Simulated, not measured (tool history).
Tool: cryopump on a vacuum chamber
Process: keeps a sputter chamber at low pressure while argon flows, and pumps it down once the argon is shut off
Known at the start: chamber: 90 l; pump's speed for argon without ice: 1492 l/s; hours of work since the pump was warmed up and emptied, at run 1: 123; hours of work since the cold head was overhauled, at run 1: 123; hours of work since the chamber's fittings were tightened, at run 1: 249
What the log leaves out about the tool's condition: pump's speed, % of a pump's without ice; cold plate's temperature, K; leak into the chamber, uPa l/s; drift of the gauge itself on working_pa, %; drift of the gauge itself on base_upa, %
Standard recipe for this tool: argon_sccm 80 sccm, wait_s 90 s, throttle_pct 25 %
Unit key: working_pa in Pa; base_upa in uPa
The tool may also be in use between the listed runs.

run	hour	argon_sccm	wait_s	throttle_pct	hours of work since the pump was warmed up and emptied	hours of work since the cold head was overhauled	hours of work since the chamber's fittings were tightened	working_pa	base_upa
1	0	80	90	25	123	123	249	0.3674	1.53
2	15.5	80	90	25	135	135	261	0.3653	1.53
3	31	80	90	25	147	147	273	0.3695	1.52
4	39.9	80	90	25	154	154	279	0.3669	1.51
5	51	80	90	25	162	162	288	0.3699	1.55
6	60.5	80	90	25	170	170	295	0.3661	1.5
7	77.2	80	90	23	182	182	308	0.3987	1.56
8	94.1	80	90	23	195	195	321	0.4001	1.59
9	103.9	80	90	23	203	203	329	0.3986	1.56
10	122.3	80	90	23	217	217	343	0.3987	1.57
11	133.1	80	90	23	225	225	351	0.4009	1.59
12	154	80	90	25	242	242	367	0.3666	1.58
13	167.4	80	48	25	252	252	377	0.3694	2.52
14	180.3	80	48	25	262	262	387	0.3705	2.63
15	192.5	80	67	25	271	271	397	0.3707	2
16	210.6	80	90	25	285	285	411	0.372	1.66
17	219.7	80	90	25	292	292	418	0.3705	1.72
18	235.1	80	22	16	304	304	429	0.5756	4.95
19	251.8	80	22	16	317	317	442	0.5712	4.94
20	269.7	80	90	18	330	330	456	0.5118	1.64
21	286.6	80	90	25	343	343	469	0.369	1.67
22	308	80	30	41	360	360	486	0.231	3.78
23	319.7	80	30	41	369	369	494	0.2306	3.79
24	330.2	80	30	41	377	377	503	0.2305	3.87
25	348	79	31	25	391	391	516	0.3699	3.73
26	368.1	77	218	20	406	406	532	0.444	1.16
27	378.8	80	90	16	414	414	540	0.578	1.77
28	395.6	80	90	16	427	427	553	0.5767	1.8
29	415.8	80	90	16	443	443	568	0.5778	1.8
30	437.1	80	196	30	459	459	585	0.3133	1.28
31	454	50	90	27	472	472	598	0.2166	1.88
32	464.4	97	72	19	480	480	606	0.595	2.15
33	481.4	151	90	40	493	493	619	0.4505	1.86
34	490.6	151	90	40	500	500	626	0.4522	1.89

Some steps in working_pa between neighbouring runs. How much of each would the tool show without its hidden state too (settings, what came in, random variation), and how much is left for the hidden state, with any gauge scatter that isn't in both results?
Run 17 -> 18: wait_s 90 -> 22, throttle_pct 25 -> 16. working_pa +0.2051 Pa: hidden state +0.0003, all else +0.2048.
Run 29 -> 30: wait_s 90 -> 196, throttle_pct 16 -> 30. working_pa -0.2645 Pa: hidden state +0.0004, all else -0.2649.
Run 30 -> 31: argon_sccm 80 -> 50, wait_s 196 -> 90, throttle_pct 30 -> 27. working_pa -0.0967 Pa: hidden state -0.0041, all else -0.0926.
Run 31 -> 32: argon_sccm 50 -> 97, wait_s 90 -> 72, throttle_pct 27 -> 19. working_pa +0.3784 Pa: hidden state +0.0072, all else +0.3712.
Run 32 -> 33: argon_sccm 97 -> 151, wait_s 72 -> 90, throttle_pct 19 -> 40. working_pa -0.1445 Pa: hidden state +0.0086, all else -0.1531.
